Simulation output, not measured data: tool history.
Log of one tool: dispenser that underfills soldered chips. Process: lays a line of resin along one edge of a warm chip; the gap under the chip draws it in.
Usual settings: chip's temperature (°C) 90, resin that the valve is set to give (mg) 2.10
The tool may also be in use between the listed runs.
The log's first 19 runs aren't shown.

| run | hour | chip's temperature (°C) | resin that the valve is set to give (mg) | time until the resin shows at the far edge (s) | resin that the valve gave (mg) |
|---|---|---|---|---|---|
|  | 182.8 | new syringe of resin |
| 20 | 186.6 | 79 | 2.18 | 32.5 | 2.140 |
| 21 | 199.3 | 77 | 2.35 | 73.9 | 2.288 |
|  | 200.8 | new syringe of resin |
| 22 | 207.8 | 90 | 2.67 | 26.4 | 2.609 |
| 23 | 215.5 | 90 | 2.67 | 42.5 | 2.589 |
|  | 218.4 | new syringe of resin |
| 24 | 226.4 | 90 | 1.92 | 29.9 | 1.876 |
|  | 236.0 | new syringe of resin |
| 25 | 238.4 | 81 | 2.34 | 26.7 | 2.258 |
| 26 | 246.8 | 81 | 2.34 | 45.5 | 2.255 |
|  | 254.2 | new syringe of resin |
| 27 | 255.7 | 93 | 2.45 | 17.2 | 2.368 |
| 28 | 265.4 | 76 | 2.06 | 54.7 | 1.982 |
|  | 271.6 | new syringe of resin |
| 29 | 272.8 | 76 | 2.06 | 29.9 | 1.974 |
| 30 | 282.4 | 94 | 2.12 | 31.0 | 2.013 |
|  | 289.1 | new syringe of resin |
| 31 | 295.2 | 90 | 2.12 | 25.8 | 2.003 |
| 32 | 304.4 | 94 | 1.98 | 40.5 | 1.871 |
|  | 307.1 | new syringe of resin |
| 33 | 316.0 | 103 | 2.18 | 21.4 | 2.073 |
|  | 324.5 | new syringe of resin |
|  | 330.3 | dispensing valve cleaned and set on the balance |
| 34 | 330.5 | 90 | 2.32 | 23.6 | 2.315 |

Forecast each of these 5 alternatives for the next run:
|  | 342.7 | new syringe of resin |
| A | 343.3 | 87 | 1.96 | ? | ? |
|  | 342.7 | new syringe of resin |
| B | 343.3 | 100 | 1.82 | ? | ? |
|  | 342.7 | new syringe of resin |
| C | 343.3 | 81 | 2.10 | ? | ? |
|  | 342.7 | new syringe of resin |
| D | 343.3 | 79 | 2.22 | ? | ? |
|  | 342.7 | new syringe of resin |
| E | 343.3 | 101 | 2.20 | ? | ? |

| run | time until the resin shows at the far edge (s) | resin that the valve gave (mg) |
|---|---|---|
| A | 20.2 | 1.972 |
| B | 14.4 | 1.785 |
| C | 23.8 | 2.082 |
| D | 24.9 | 2.198 |
| E | 13.2 | 2.182 |
Without the tool's hidden state the same runs would have given:
| run | time until the resin shows at the far edge (s) | resin that the valve gave (mg) |
|---|---|---|
| A | 20.8 | 1.983 |
| B | 14.7 | 1.795 |
| C | 24.6 | 2.094 |
| D | 25.8 | 2.210 |
| E | 13.5 | 2.194 |
